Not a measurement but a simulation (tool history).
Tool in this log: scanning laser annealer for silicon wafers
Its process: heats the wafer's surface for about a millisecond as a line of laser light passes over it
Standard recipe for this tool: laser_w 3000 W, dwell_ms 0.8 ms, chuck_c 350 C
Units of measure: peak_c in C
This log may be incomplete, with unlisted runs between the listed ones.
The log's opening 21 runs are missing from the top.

run,day,laser_w,dwell_ms,chuck_c,peak_c
22,29.358,3000,0.594,350,1028
23,30.592,3150,0.811,373,1226
# day 31.642: optics aligned, line set to its width
24,31.829,3174,0.811,373,1234
25,33.517,2933,0.8,350,1118
26,34.779,2933,0.8,350,1121
27,36.592,2851,0.8,374,1114
# day 37.85: window over the wafer cleaned
28,38.254,2851,0.8,374,1119
29,39.754,2763,0.8,374,1090
30,40.825,3296,0.566,374,1129
31,42.6,3296,0.566,374,1122
32,43.888,2736,0.96,350,1128
33,44.9,2736,0.883,350,1091
34,46.562,2736,0.883,350,1091
35,47.783,2850,0.883,369,1154
36,49.471,2557,0.876,328,1004
37,50.888,2769,0.624,350,979
38,51.908,3033,0.884,350,1204
39,53.425,2665,0.918,318,1051
40,54.3,2665,0.918,354,1087

Here are 4 independent what-if runs from the current tool condition. What would each one return?
A,55.088,3000,0.852,338,?
B,55.088,3199,0.918,354,?
C,55.088,2603,0.8,351,?
D,55.088,3000,0.8,365,?

run,peak_c
A,1160
B,1283
C,1007
D,1162
What these runs would have given with no unlogged condition in the tool:
run,peak_c
A,1161
B,1283
C,1008
D,1163
